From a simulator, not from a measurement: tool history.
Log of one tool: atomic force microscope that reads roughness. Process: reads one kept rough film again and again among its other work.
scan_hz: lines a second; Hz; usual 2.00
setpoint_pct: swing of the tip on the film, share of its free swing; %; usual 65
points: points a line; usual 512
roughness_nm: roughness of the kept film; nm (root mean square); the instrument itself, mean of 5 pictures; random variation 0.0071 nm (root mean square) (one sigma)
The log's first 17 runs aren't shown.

| run | hour | scan_hz | setpoint_pct | points | roughness_nm |
|---|---|---|---|---|---|
| 18 | 115.4 | 2.00 | 65 | 367 | 1.305 |
| 19 | 122.7 | 2.00 | 65 | 367 | 1.266 |
| 20 | 130.2 | 2.00 | 65 | 367 | 1.222 |
| 21 | 134.0 | 2.32 | 65 | 367 | 1.191 |
| 22 | 142.8 | 1.45 | 65 | 367 | 1.162 |
| 23 | 152.1 | 2.00 | 65 | 922 | 1.131 |
| 24 | 156.2 | 2.00 | 73 | 512 | 1.076 |
|  | 163.1 | new tip fitted |
| 25 | 164.6 | 2.00 | 73 | 512 | 1.404 |
| 26 | 168.9 | 2.00 | 73 | 512 | 1.379 |
| 27 | 174.2 | 1.93 | 69 | 735 | 1.368 |
| 28 | 180.6 | 2.09 | 59 | 735 | 1.368 |
| 29 | 185.5 | 1.34 | 84 | 354 | 1.249 |
| 30 | 194.4 | 1.34 | 84 | 354 | 1.197 |
| 31 | 200.9 | 0.52 | 59 | 440 | 1.268 |
| 32 | 205.8 | 3.33 | 65 | 512 | 1.174 |
| 33 | 210.2 | 3.33 | 78 | 284 | 1.026 |
| 34 | 218.7 | 2.25 | 85 | 512 | 1.027 |
| 35 | 226.2 | 2.25 | 85 | 512 | 0.994 |
| 36 | 231.7 | 2.25 | 75 | 512 | 1.035 |
|  | 234.5 | new tip fitted |
| 37 | 236.7 | 2.00 | 65 | 728 | 1.428 |
| 38 | 242.0 | 1.72 | 86 | 739 | 1.291 |
| 39 | 248.1 | 1.19 | 73 | 783 | 1.348 |
| 40 | 252.8 | 2.00 | 65 | 712 | 1.316 |
| 41 | 257.7 | 0.62 | 59 | 459 | 1.341 |
| 42 | 263.7 | 1.06 | 56 | 491 | 1.299 |

The next listed run, before its measurement:
| 43 | 269.1 | 1.06 | 60 | 1008 | ? |

roughness_nm: 1.277 nm (root mean square)
Without the tool's hidden state the same run would have given roughness_nm 1.528 nm (root mean square).
